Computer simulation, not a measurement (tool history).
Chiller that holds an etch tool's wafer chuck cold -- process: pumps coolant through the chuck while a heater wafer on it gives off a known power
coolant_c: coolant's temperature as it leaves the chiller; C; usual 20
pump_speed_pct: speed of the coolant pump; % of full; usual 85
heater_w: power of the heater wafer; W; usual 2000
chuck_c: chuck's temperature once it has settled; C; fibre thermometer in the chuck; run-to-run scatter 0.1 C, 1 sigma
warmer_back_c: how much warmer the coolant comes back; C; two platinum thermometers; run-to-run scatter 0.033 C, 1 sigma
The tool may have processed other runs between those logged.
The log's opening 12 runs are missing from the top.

| run | hour | coolant_c | pump_speed_pct | heater_w | hours since the coolant was changed and the channels were flushed | hours since the pump was overhauled | hours since the chiller's thermometer was calibrated | chuck_c | warmer_back_c |
|---|---|---|---|---|---|---|---|---|---|
| 13 | 674.9 | 20 | 64 | 2000 | 170 | 2862 | 411 | 39.1 | 6.20 |
| 14 | 721.7 | 20 | 85 | 2000 | 217 | 2909 | 458 | 35.4 | 4.65 |
| 15 | 771.1 | 20 | 85 | 2000 | 266 | 2958 | 507 | 35.7 | 4.65 |
| 16 | 821.6 | 20 | 85 | 2000 | 317 | 3009 | 558 | 35.6 | 4.65 |
| 17 | 882.0 | 20 | 85 | 2000 | 377 | 3069 | 618 | 35.6 | 4.66 |
| 18 | 962.5 | 12 | 67 | 1318 | 458 | 3150 | 699 | 24.3 | 3.89 |
| 19 | 1026.4 | 14 | 67 | 1097 | 522 | 3213 | 763 | 24.2 | 3.27 |
| 20 | 1085.7 | 24 | 84 | 1535 | 581 | 3273 | 822 | 36.1 | 3.66 |
| 21 | 1138.7 | 10 | 85 | 1555 | 634 | 3326 | 875 | 22.3 | 3.61 |
| 22 | 1202.8 | 10 | 85 | 1555 | 698 | 3390 | 939 | 22.3 | 3.62 |
| 23 | 1246.8 | 10 | 85 | 1555 | 742 | 3434 | 983 | 22.2 | 3.62 |
| 24 | 1305.2 | 10 | 85 | 2102 | 801 | 3492 | 1041 | 26.7 | 4.95 |
| 25 | 1388.9 | 11 | 68 | 1414 | 884 | 3576 | 1125 | 24.1 | 4.13 |
| 26 | 1473.3 | 28 | 68 | 1630 | 969 | 3660 | 1209 | 43.3 | 4.82 |
| 27 | 1560.0 | 19 | 64 | 1977 | 1055 | 3747 | 1296 | 38.2 | 6.16 |
| 28 | 1631.2 | 20 | 77 | 2406 | 1127 | 3818 | 1367 | 40.6 | 6.27 |
| 29 | 1693.5 | 20 | 77 | 2406 | 1189 | 3881 | 1430 | 40.6 | 6.28 |
| 30 | 1758.4 | 11 | 66 | 2925 | 1254 | 3945 | 1495 | 39.2 | 8.93 |
| 31 | 1804.0 | 21 | 100 | 2000 | 1299 | 3991 | 1540 | 35.2 | 4.03 |

Here are 4 independent what-if runs from the current tool condition. What would each one return?
| A | 1857.1 | 20 | 85 | 1604 | 1352 | 4044 | 1593 | ? | ? |
| B | 1857.1 | 20 | 88 | 2695 | 1352 | 4044 | 1593 | ? | ? |
| C | 1857.1 | 17 | 71 | 2000 | 1352 | 4044 | 1593 | ? | ? |
| D | 1857.1 | 20 | 63 | 1770 | 1352 | 4044 | 1593 | ? | ? |

| run | chuck_c | warmer_back_c |
|---|---|---|
| A | 32.6 | 3.84 |
| B | 41.0 | 6.19 |
| C | 35.2 | 5.65 |
| D | 37.8 | 5.66 |
What these runs would have given with no unlogged condition in the tool:
| run | chuck_c | warmer_back_c |
|---|---|---|
| A | 31.6 | 3.51 |
| B | 39.3 | 5.66 |
| C | 33.8 | 5.17 |
| D | 36.4 | 5.17 |
